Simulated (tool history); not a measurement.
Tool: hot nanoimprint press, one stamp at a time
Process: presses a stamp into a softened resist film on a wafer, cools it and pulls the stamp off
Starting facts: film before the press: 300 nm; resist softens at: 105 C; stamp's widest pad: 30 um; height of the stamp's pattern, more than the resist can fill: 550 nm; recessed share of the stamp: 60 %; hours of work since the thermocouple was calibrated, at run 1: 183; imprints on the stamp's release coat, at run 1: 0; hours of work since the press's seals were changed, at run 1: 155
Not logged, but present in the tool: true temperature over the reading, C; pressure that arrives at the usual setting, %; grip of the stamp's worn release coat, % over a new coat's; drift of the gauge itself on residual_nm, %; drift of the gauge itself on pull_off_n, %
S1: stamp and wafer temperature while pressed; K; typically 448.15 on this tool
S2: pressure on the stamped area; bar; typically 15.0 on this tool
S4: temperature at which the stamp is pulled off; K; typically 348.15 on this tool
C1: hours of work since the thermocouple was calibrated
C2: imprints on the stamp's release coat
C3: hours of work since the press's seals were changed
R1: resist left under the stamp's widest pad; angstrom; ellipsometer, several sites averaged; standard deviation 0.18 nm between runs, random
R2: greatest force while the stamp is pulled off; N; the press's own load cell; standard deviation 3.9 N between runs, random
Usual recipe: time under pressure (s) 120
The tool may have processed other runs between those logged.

run 1 hour=0.0 | S1=448.15 S2=15.0 time_under_pressure_(s)=120 S4=348.15 | C1=183 C2=0 C3=155 | R1=1671 R2=177
run 2 hour=65.4 | S1=448.15 S2=15.0 time_under_pressure_(s)=120 S4=348.15 | C1=230 C2=283 C3=202 | R1=1674 R2=186
run 3 hour=164.7 | S1=448.15 S2=15.0 time_under_pressure_(s)=120 S4=348.15 | C1=302 C2=713 C3=274 | R1=1670 R2=187
-- hour=224.8 plate thermocouple calibrated
run 4 hour=234.5 | S1=448.15 S2=15.0 time_under_pressure_(s)=120 S4=348.15 | C1=7 C2=1002 C3=323 | R1=1667 R2=184
run 5 hour=287.8 | S1=441.15 S2=15.0 time_under_pressure_(s)=120 S4=348.15 | C1=46 C2=1233 C3=362 | R1=1985 R2=186
run 6 hour=337.5 | S1=448.15 S2=15.0 time_under_pressure_(s)=120 S4=348.15 | C1=82 C2=1448 C3=398 | R1=1669 R2=190
run 7 hour=385.7 | S1=448.15 S2=15.0 time_under_pressure_(s)=120 S4=348.15 | C1=117 C2=1657 C3=433 | R1=1665 R2=184
run 8 hour=436.3 | S1=448.15 S2=14.2 time_under_pressure_(s)=120 S4=348.15 | C1=154 C2=1877 C3=469 | R1=1702 R2=188
run 9 hour=518.5 | S1=448.15 S2=15.0 time_under_pressure_(s)=120 S4=348.15 | C1=213 C2=2232 C3=529 | R1=1665 R2=192
-- hour=573.2 stamp cleaned and given a new release coat
run 10 hour=621.5 | S1=448.15 S2=15.0 time_under_pressure_(s)=120 S4=345.15 | C1=284 C2=210 C3=599 | R1=1661 R2=194
run 11 hour=689.3 | S1=448.15 S2=15.0 time_under_pressure_(s)=120 S4=345.15 | C1=333 C2=503 C3=649 | R1=1660 R2=190
-- hour=704.8 plate thermocouple calibrated
run 12 hour=745.7 | S1=448.15 S2=15.0 time_under_pressure_(s)=120 S4=353.15 | C1=30 C2=735 C3=687 | R1=1660 R2=183
run 13 hour=823.7 | S1=448.15 S2=17.6 time_under_pressure_(s)=120 S4=353.15 | C1=86 C2=1072 C3=744 | R1=1549 R2=176
run 14 hour=868.9 | S1=448.15 S2=17.6 time_under_pressure_(s)=120 S4=353.15 | C1=119 C2=1268 C3=777 | R1=1549 R2=179
-- hour=887.9 press's hydraulic seals changed and the load cell set to zero
run 15 hour=958.0 | S1=448.15 S2=15.0 time_under_pressure_(s)=120 S4=348.15 | C1=178 C2=1620 C3=51 | R1=1655 R2=189
run 16 hour=1021.1 | S1=448.15 S2=12.6 time_under_pressure_(s)=120 S4=348.15 | C1=224 C2=1893 C3=97 | R1=1774 R2=186
run 17 hour=1090.1 | S1=448.15 S2=12.6 time_under_pressure_(s)=227 S4=348.15 | C1=274 C2=2191 C3=147 | R1=1432 R2=191
-- hour=1146.9 stamp cleaned and given a new release coat
run 18 hour=1176.4 | S1=448.15 S2=15.2 time_under_pressure_(s)=120 S4=340.15 | C1=332 C2=127 C3=205 | R1=1640 R2=196
-- hour=1191.9 plate thermocouple calibrated
run 19 hour=1249.1 | S1=444.15 S2=15.2 time_under_pressure_(s)=120 S4=347.15 | C1=42 C2=429 C3=256 | R1=1814 R2=191
run 20 hour=1327.2 | S1=455.15 S2=14.9 time_under_pressure_(s)=120 S4=347.15 | C1=98 C2=767 C3=312 | R1=1369 R2=178
run 21 hour=1404.2 | S1=448.15 S2=15.0 time_under_pressure_(s)=157 S4=355.15 | C1=154 C2=1101 C3=368 | R1=1505 R2=175
run 22 hour=1447.1 | S1=448.15 S2=15.0 time_under_pressure_(s)=149 S4=344.15 | C1=185 C2=1287 C3=399 | R1=1531 R2=193
run 23 hour=1544.8 | S1=444.15 S2=15.0 time_under_pressure_(s)=98 S4=334.15 | C1=256 C2=1710 C3=470 | R1=1926 R2=212
-- hour=1606.0 gauge calibrated
run 24 hour=1624.7 | S1=444.15 S2=15.0 time_under_pressure_(s)=114 S4=342.15 | C1=314 C2=2056 C3=528 | R1=1882 R2=200

Run 25, settings as shown, results not yet in. Your forecast:
-- hour=1664.3 plate thermocouple calibrated
-- hour=1715.6 stamp cleaned and given a new release coat
run 25 hour=1723.7 | S1=444.15 S2=15.0 time_under_pressure_(s)=114 S4=342.15 | C1=39 C2=35 C3=593 | R1=? R2=?

{"run 25": {"R1": 1878, "R2": 195}}
Take away the tool's hidden state, keep the run-to-run variation as it was, and the same run would have given R1 1880 angstrom, R2 195 N.

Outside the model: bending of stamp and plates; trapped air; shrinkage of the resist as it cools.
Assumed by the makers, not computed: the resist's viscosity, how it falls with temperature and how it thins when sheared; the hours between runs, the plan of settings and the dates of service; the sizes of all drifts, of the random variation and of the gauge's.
